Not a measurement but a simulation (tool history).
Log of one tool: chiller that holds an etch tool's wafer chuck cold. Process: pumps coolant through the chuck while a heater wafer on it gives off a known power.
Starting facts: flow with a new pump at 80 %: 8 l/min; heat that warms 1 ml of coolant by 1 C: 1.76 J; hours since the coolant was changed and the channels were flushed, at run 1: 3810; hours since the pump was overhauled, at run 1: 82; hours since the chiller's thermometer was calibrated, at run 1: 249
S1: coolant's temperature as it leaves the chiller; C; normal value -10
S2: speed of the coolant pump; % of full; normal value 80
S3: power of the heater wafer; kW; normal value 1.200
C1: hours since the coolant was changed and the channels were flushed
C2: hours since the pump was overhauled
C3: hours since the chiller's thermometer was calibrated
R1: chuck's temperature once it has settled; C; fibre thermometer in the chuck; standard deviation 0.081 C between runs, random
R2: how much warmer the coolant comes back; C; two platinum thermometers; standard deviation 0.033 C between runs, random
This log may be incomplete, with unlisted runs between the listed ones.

run,hour,S1,S2,S3,C1,C2,C3,R1,R2
1,0.0,-10,80,1.200,3810,82,249,-1.40,5.12
2,49.7,-10,80,1.200,3859,131,299,-1.50,5.09
3,103.9,-10,77,1.200,3914,186,353,-0.89,5.33
4,151.6,-9,77,1.200,3961,233,401,-0.16,5.33
5,207.5,-16,80,1.200,4017,289,457,-7.38,5.09
6,254.1,-16,80,1.200,4064,336,504,-7.41,5.10
7,295.4,-10,71,0.758,4105,377,545,-4.03,3.67
8,340.7,-14,73,0.648,4150,422,590,-9.08,3.08

Forecast run 9:
9,380.6,-16,94,0.612,4190,462,630,?,?

R1: -12.05 C
R2: 2.15 C
Without the tool's hidden state the same run would have given R1 -12.05 C, R2 2.16 C.
